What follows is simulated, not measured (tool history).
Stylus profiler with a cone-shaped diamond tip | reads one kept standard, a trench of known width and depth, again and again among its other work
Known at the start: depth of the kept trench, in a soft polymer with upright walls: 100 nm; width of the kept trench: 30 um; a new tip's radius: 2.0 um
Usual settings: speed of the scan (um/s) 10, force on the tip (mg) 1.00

run,hour,speed of the scan (um/s),force on the tip (mg),depth of the trench (nm),width of the trench's floor (nm)
1,0.0,10,1.00,100.58,28450
2,18.5,10,1.00,100.58,28430
3,46.0,10,1.00,100.56,28470
4,78.9,10,1.00,100.53,28380
5,118.7,10,1.00,100.58,28370
6,142.8,10,1.00,100.57,28380
7,172.4,10,1.00,100.60,28380
8,197.7,10,1.00,100.63,28370
9,226.7,10,1.00,100.59,28330
10,254.9,10,1.00,100.62,28410
11,282.6,10,1.00,100.61,28320
12,315.3,10,1.00,100.60,28280
13,344.8,10,1.00,100.64,28260
14,378.3,26,1.00,100.65,28060
15,405.5,26,1.00,100.61,28110
16,422.1,26,0.45,100.44,27960
17,455.9,10,0.85,100.56,28200
18,482.1,10,0.85,100.61,28190
19,504.5,10,0.85,100.65,28220
20,528.2,10,0.85,100.63,28180
21,559.9,39,0.48,100.50,27720
22,600.1,16,0.67,100.56,28040
23,625.1,6,1.35,100.82,28210
24,653.3,6,1.35,100.83,28210
25,682.8,16,2.61,101.21,28080
26,708.2,9,1.60,100.90,28200
27,727.5,9,1.60,100.90,28110
28,755.9,9,1.60,100.92,28120
29,786.4,9,2.28,101.13,28130
30,808.4,9,2.28,101.06,28130
31,846.9,2,1.00,100.73,28100
32,873.7,2,1.00,100.74,28080

Some steps in depth of the trench (nm) between neighbouring runs. How much of each would the tool show without its hidden state too (settings, what came in, random variation), and how much is left for the hidden state, with any gauge scatter that isn't in both results?
The hidden state here: radius of the tip, um; height scale over the true one, %; drift of the gauge itself on depth_nm, %; drift of the gauge itself on floor_um, %.
Run 2 -> 3: no setting changed, nothing entered. depth of the trench (nm) -0.02: hidden state +0.01, all else -0.03.
Run 3 -> 4: no setting changed, nothing entered. depth of the trench (nm) -0.03: hidden state +0.01, all else -0.04.
Run 24 -> 25: speed of the scan (um/s) 6 -> 16, force on the tip (mg) 1.35 -> 2.61. depth of the trench (nm) +0.38: hidden state +0.00, all else +0.38.
Run 25 -> 26: speed of the scan (um/s) 16 -> 9, force on the tip (mg) 2.61 -> 1.60. depth of the trench (nm) -0.31: hidden state +0.00, all else -0.31.
Run 30 -> 31: speed of the scan (um/s) 9 -> 2, force on the tip (mg) 2.28 -> 1.00. depth of the trench (nm) -0.33: hidden state +0.02, all else -0.35.
